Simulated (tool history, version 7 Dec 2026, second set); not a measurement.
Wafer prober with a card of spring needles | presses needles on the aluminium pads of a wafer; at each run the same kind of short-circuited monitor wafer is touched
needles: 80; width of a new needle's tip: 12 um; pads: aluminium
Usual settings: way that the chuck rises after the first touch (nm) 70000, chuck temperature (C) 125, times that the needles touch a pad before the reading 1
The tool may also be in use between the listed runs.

| run | hour | way that the chuck rises after the first touch (nm) | chuck temperature (C) | times that the needles touch a pad before the reading | resistance of one needle with its contact and lead (mohm) | way that a needle slides on the pad (nm) |
|---|---|---|---|---|---|---|
| 1 | 0 | 70000 | 125 | 1 | 210 | 16170 |
|  | 2.1 | tips cleaned on abrasive film |
|  | 5.4 | tips cleaned on abrasive film |
|  | 8.1 | tips cleaned on abrasive film |
| 2 | 9.5 | 70000 | 125 | 1 | 210 | 16060 |
|  | 10.9 | tips cleaned on abrasive film |
|  | 14.2 | tips cleaned on abrasive film |
|  | 16.9 | tips cleaned on abrasive film |
|  | 20.2 | tips cleaned on abrasive film |
| 3 | 20.6 | 52000 | 125 | 1 | 222 | 12020 |
|  | 23.3 | tips cleaned on abrasive film |
|  | 26 | tips cleaned on abrasive film |
|  | 28.7 | tips cleaned on abrasive film |
|  | 32 | tips cleaned on abrasive film |
|  | 35.4 | tips cleaned on abrasive film |
| 4 | 35.6 | 70000 | 27 | 1 | 187 | 16260 |
|  | 38.3 | tips cleaned on abrasive film |
|  | 41.7 | tips cleaned on abrasive film |
|  | 44.4 | tips cleaned on abrasive film |
|  | 47.7 | tips cleaned on abrasive film |
| 5 | 49.9 | 70000 | 27 | 1 | 190 | 15930 |
|  | 50.7 | tips cleaned on abrasive film |
|  | 54 | tips cleaned on abrasive film |
|  | 57.4 | tips cleaned on abrasive film |
| 6 | 59.7 | 70000 | 27 | 1 | 187 | 16250 |
|  | 60.4 | tips cleaned on abrasive film |
|  | 63.8 | tips cleaned on abrasive film |
|  | 67.1 | tips cleaned on abrasive film |
|  | 69.8 | tips cleaned on abrasive film |
| 7 | 69.8 | 70000 | 125 | 1 | 209 | 16010 |
|  | 72.5 | tips cleaned on abrasive film |
|  | 75.9 | tips cleaned on abrasive film |
| 8 | 76.2 | 70000 | 125 | 1 | 212 | 16090 |
|  | 78.9 | tips cleaned on abrasive film |
|  | 82.3 | tips cleaned on abrasive film |
| 9 | 83.6 | 70000 | 125 | 1 | 212 | 16090 |
|  | 85 | tips cleaned on abrasive film |
|  | 88.3 | tips cleaned on abrasive film |
|  | 91 | tips cleaned on abrasive film |
|  | 94.3 | tips cleaned on abrasive film |
|  | 97 | tips cleaned on abrasive film |
| 10 | 97.3 | 70000 | 125 | 1 | 212 | 16440 |
|  | 100 | tips cleaned on abrasive film |
|  | 103.3 | tips cleaned on abrasive film |
| 11 | 105.8 | 70000 | 125 | 1 | 211 | 16110 |
|  | 106.5 | tips cleaned on abrasive film |
|  | 109.2 | tips cleaned on abrasive film |
|  | 111.9 | tips cleaned on abrasive film |
|  | 115.2 | tips cleaned on abrasive film |
| 12 | 115.3 | 70000 | 89 | 1 | 203 | 16340 |
|  | 118 | tips cleaned on abrasive film |
|  | 120.7 | tips cleaned on abrasive film |
| 13 | 121.7 | 70000 | 89 | 1 | 203 | 16120 |
|  | 123.7 | tips cleaned on abrasive film |
|  | 127 | tips cleaned on abrasive film |
|  | 130.4 | tips cleaned on abrasive film |
|  | 133.7 | tips cleaned on abrasive film |
| 14 | 134.7 | 70000 | 89 | 1 | 198 | 15850 |
|  | 136.7 | tips cleaned on abrasive film |
|  | 140 | tips cleaned on abrasive film |
|  | 142.7 | tips cleaned on abrasive film |
| 15 | 143 | 82000 | 125 | 2 | 206 | 18900 |
|  | 145.7 | tips cleaned on abrasive film |
|  | 149 | tips cleaned on abrasive film |
| 16 | 150 | 64000 | 30 | 2 | 189 | 14560 |
|  | 152 | tips cleaned on abrasive film |
|  | 155.4 | tips cleaned on abrasive film |
|  | 158.1 | tips cleaned on abrasive film |
|  | 161.4 | tips cleaned on abrasive film |
|  | 164.8 | tips cleaned on abrasive film |
| 17 | 165.2 | 56000 | 125 | 1 | 216 | 12650 |
|  | 167.9 | tips cleaned on abrasive film |
|  | 170.6 | tips cleaned on abrasive film |
| 18 | 171.8 | 69000 | 44 | 1 | 192 | 15990 |
|  | 173.8 | tips cleaned on abrasive film |
|  | 177.2 | tips cleaned on abrasive film |
|  | 180.5 | tips cleaned on abrasive film |
|  | 183.9 | tips cleaned on abrasive film |
| 19 | 184.8 | 69000 | 45 | 2 | 198 | 16160 |
|  | 186.8 | tips cleaned on abrasive film |
|  | 189.5 | tips cleaned on abrasive film |
|  | 192.9 | tips cleaned on abrasive film |
| 20 | 194 | 69000 | 45 | 2 | 193 | 15970 |
|  | 196.1 | tips cleaned on abrasive film |
|  | 199.4 | tips cleaned on abrasive film |
|  | 199.7 | height of the first contact set anew |
|  | 203 | tips cleaned on abrasive film |
|  | 206.3 | tips cleaned on abrasive film |
| 21 | 206.3 | 67000 | 82 | 2 | 203 | 15600 |
|  | 209.7 | tips cleaned on abrasive film |
|  | 212.4 | tips cleaned on abrasive film |
|  | 215.7 | tips cleaned on abrasive film |
|  | 218.5 | tips cleaned on abrasive film |
| 22 | 218.5 | 74000 | 101 | 1 | 206 | 17090 |
|  | 221.9 | tips cleaned on abrasive film |
|  | 225.2 | tips cleaned on abrasive film |
|  | 227.9 | tips cleaned on abrasive film |
|  | 231.3 | tips cleaned on abrasive film |
| 23 | 233.5 | 81000 | 99 | 1 | 205 | 18900 |
|  | 234.3 | tips cleaned on abrasive film |
|  | 237.6 | tips cleaned on abrasive film |
|  | 241 | tips cleaned on abrasive film |
| 24 | 241.5 | 60000 | 59 | 2 | 199 | 13760 |
|  | 244.2 | tips cleaned on abrasive film |
|  | 247.6 | tips cleaned on abrasive film |
|  | 250.9 | tips cleaned on abrasive film |
| 25 | 252.3 | 64000 | 41 | 2 | 194 | 14850 |
|  | 253.7 | tips cleaned on abrasive film |
|  | 256.4 | tips cleaned on abrasive film |
|  | 259.8 | tips cleaned on abrasive film |
|  | 263.1 | tips cleaned on abrasive film |
|  | 266.5 | tips cleaned on abrasive film |
| 26 | 266.8 | 60000 | 41 | 3 | 194 | 13810 |
|  | 269.5 | tips cleaned on abrasive film |
|  | 272.8 | tips cleaned on abrasive film |
|  | 275.5 | tips cleaned on abrasive film |
|  | 278.9 | tips cleaned on abrasive film |
|  | 281.8 | tips cleaned on abrasive film |
| 27 | 281.8 | 60000 | 96 | 1 | 207 | 13970 |
|  | 284.5 | tips cleaned on abrasive film |
|  | 287.2 | tips cleaned on abrasive film |
|  | 290.3 | tips cleaned on abrasive film |
| 28 | 290.3 | 60000 | 30 | 1 | 196 | 13920 |

Forecast each of these 3 alternatives for the next run:
|  | 293.6 | tips cleaned on abrasive film |
|  | 296.9 | tips cleaned on abrasive film |
| A | 298.6 | 85000 | 99 | 1 | ? | ? |
|  | 293.6 | tips cleaned on abrasive film |
|  | 296.9 | tips cleaned on abrasive film |
| B | 298.6 | 77000 | 30 | 1 | ? | ? |
|  | 293.6 | tips cleaned on abrasive film |
|  | 296.9 | tips cleaned on abrasive film |
| C | 298.6 | 75000 | 30 | 1 | ? | ? |

| run | resistance of one needle with its contact and lead (mohm) | way that a needle slides on the pad (nm) |
|---|---|---|
| A | 199 | 19350 |
| B | 189 | 17570 |
| C | 188 | 17380 |
Without the tool's hidden state the same runs would have given:
| run | resistance of one needle with its contact and lead (mohm) | way that a needle slides on the pad (nm) |
|---|---|---|
| A | 199 | 19360 |
| B | 189 | 17580 |
| C | 188 | 17390 |

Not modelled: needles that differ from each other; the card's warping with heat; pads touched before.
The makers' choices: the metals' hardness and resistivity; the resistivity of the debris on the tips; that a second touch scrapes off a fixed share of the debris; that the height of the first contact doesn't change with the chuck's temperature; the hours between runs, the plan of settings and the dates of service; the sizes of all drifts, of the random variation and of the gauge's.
